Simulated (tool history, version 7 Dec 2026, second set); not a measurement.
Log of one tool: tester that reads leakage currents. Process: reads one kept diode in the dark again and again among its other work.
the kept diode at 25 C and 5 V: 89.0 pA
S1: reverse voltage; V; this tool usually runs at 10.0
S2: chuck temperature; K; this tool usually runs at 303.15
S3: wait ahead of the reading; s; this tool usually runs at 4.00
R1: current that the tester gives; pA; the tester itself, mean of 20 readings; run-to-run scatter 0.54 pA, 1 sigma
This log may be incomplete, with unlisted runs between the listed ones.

run    hour    S1      S2    S3       R1
  1     0.0  10.0  303.15  4.00   180.92
  2   233.9  10.0  303.15  4.00   180.67
  3   426.9   8.6  303.15  4.00   171.80
  4   687.1   8.6  303.15  4.00   171.30
  5   926.4  10.0  303.15  4.00   180.55
  6  1095.2  10.0  303.15  4.00   180.27
     1129.3  -- probe card cleaned and baked
  7  1259.8  10.0  303.15  0.48   183.26
  8  1440.0  10.0  303.15  4.00   180.38
  9  1600.1  10.0  303.15  4.00   179.72
 10  1844.9  10.0  303.15  2.79   180.99
 11  2068.2  10.0  327.15  4.00  1423.78
 12  2205.1  10.0  327.15  4.00  1427.22
 13  2402.5  10.0  327.15  4.00  1422.76
 14  2653.5  10.6  303.15  4.00   183.50
 15  2835.4  10.6  303.15  4.00   184.06
 16  3066.0  10.6  315.15  4.00   536.35
 17  3249.9   1.2  303.15  0.42    89.21
 18  3371.7   1.2  303.15  0.42    88.89
 19  3611.2   6.7  317.15  4.00   544.42
 20  3743.2   6.7  312.15  0.88   354.69
     3836.5  -- probe card cleaned and baked
 21  3916.0   6.7  312.15  0.88   355.40
 22  4179.6  10.0  303.15  2.88   180.74
 23  4362.8   2.1  294.15  0.43    45.94
     4477.1  -- chuck's temperature calibrated
 24  4585.3   2.0  294.15  2.90    44.54
 25  4788.8   2.0  294.15  2.90    45.02
 26  4996.7   2.0  294.15  2.90    44.34
 27  5173.3   7.8  294.15  0.41    73.93
 28  5377.4   6.7  299.15  1.43   109.00
 29  5616.0   3.5  312.15  1.63   285.60
 30  5742.1   1.6  305.15  0.48   118.01
 31  5882.3   1.6  305.15  0.48   118.28

How would selected steps in R1 from run to run divide? Give the signed amount a tool lacking its hidden state would still show from settings, what came in and random variation, and the signed amount left for the hidden state, including any gauge scatter that is not in both of the compared results.
Unlogged tool condition in this case: stray current of the dirty probe card, pA a volt; current scale over the true one, %; true chuck temperature over the reading, C; drift of the gauge itself on leakage_pa, %.
Run 10 -> 11: S2 303.15 -> 327.15, S3 2.79 -> 4.00. R1 +1242.79 pA: hidden state -1.13, all else +1243.92.
Run 13 -> 14: S1 10.0 -> 10.6, S2 327.15 -> 303.15. R1 -1239.26 pA: hidden state +1.25, all else -1240.51.
Run 18 -> 19: S1 1.2 -> 6.7, S2 303.15 -> 317.15, S3 0.42 -> 4.00. R1 +455.53 pA: hidden state -0.72, all else +456.25.
